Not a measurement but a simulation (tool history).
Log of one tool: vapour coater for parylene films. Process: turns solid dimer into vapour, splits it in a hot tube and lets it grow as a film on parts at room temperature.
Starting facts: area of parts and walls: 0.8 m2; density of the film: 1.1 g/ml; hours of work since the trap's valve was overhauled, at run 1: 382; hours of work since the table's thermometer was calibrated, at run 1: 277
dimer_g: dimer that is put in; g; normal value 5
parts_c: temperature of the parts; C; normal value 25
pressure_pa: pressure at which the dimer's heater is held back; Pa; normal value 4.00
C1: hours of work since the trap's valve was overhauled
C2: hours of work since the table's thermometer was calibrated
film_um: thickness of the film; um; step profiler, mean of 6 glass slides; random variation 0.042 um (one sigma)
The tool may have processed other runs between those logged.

run 1 hour=0.0 | dimer_g=5 parts_c=25 pressure_pa=4.00 | C1=382 C2=277 | film_um=4.17
run 2 hour=17.0 | dimer_g=5 parts_c=25 pressure_pa=4.00 | C1=390 C2=285 | film_um=4.22
run 3 hour=31.8 | dimer_g=5 parts_c=25 pressure_pa=4.00 | C1=397 C2=292 | film_um=4.12
run 4 hour=42.2 | dimer_g=5 parts_c=25 pressure_pa=4.00 | C1=402 C2=297 | film_um=4.15
run 5 hour=62.0 | dimer_g=5 parts_c=25 pressure_pa=4.00 | C1=411 C2=306 | film_um=4.20
run 6 hour=71.1 | dimer_g=5 parts_c=25 pressure_pa=4.00 | C1=415 C2=310 | film_um=4.06
run 7 hour=90.5 | dimer_g=2 parts_c=25 pressure_pa=4.00 | C1=424 C2=319 | film_um=1.63
run 8 hour=106.1 | dimer_g=5 parts_c=36 pressure_pa=4.00 | C1=431 C2=326 | film_um=3.31
run 9 hour=115.6 | dimer_g=5 parts_c=25 pressure_pa=4.00 | C1=436 C2=330 | film_um=4.25
run 10 hour=132.0 | dimer_g=5 parts_c=25 pressure_pa=4.00 | C1=443 C2=338 | film_um=4.08
run 11 hour=141.1 | dimer_g=5 parts_c=25 pressure_pa=4.00 | C1=448 C2=342 | film_um=4.19
run 12 hour=161.9 | dimer_g=5 parts_c=25 pressure_pa=4.00 | C1=457 C2=352 | film_um=4.13
run 13 hour=180.4 | dimer_g=5 parts_c=25 pressure_pa=4.00 | C1=466 C2=360 | film_um=4.15
run 14 hour=195.4 | dimer_g=5 parts_c=25 pressure_pa=4.00 | C1=473 C2=367 | film_um=4.12
run 15 hour=213.4 | dimer_g=5 parts_c=25 pressure_pa=4.00 | C1=481 C2=376 | film_um=4.04
run 16 hour=225.0 | dimer_g=5 parts_c=24 pressure_pa=4.00 | C1=486 C2=381 | film_um=4.07
run 17 hour=235.8 | dimer_g=5 parts_c=24 pressure_pa=4.00 | C1=491 C2=386 | film_um=4.15
run 18 hour=256.8 | dimer_g=5 parts_c=25 pressure_pa=7.20 | C1=501 C2=396 | film_um=4.04
-- hour=261.8 trap's valve overhauled
run 19 hour=278.7 | dimer_g=5 parts_c=30 pressure_pa=7.20 | C1=8 C2=404 | film_um=3.52
run 20 hour=297.8 | dimer_g=4 parts_c=17 pressure_pa=3.02 | C1=17 C2=413 | film_um=3.84
run 21 hour=319.4 | dimer_g=4 parts_c=17 pressure_pa=3.02 | C1=27 C2=423 | film_um=3.81

Forecast run 22:
run 22 hour=336.4 | dimer_g=2 parts_c=25 pressure_pa=4.81 | C1=34 C2=430 | film_um=?

{"run 22": {"film_um": 1.54}}
The same run, on a tool lacking any hidden state, would have yielded film_um 1.77 um.

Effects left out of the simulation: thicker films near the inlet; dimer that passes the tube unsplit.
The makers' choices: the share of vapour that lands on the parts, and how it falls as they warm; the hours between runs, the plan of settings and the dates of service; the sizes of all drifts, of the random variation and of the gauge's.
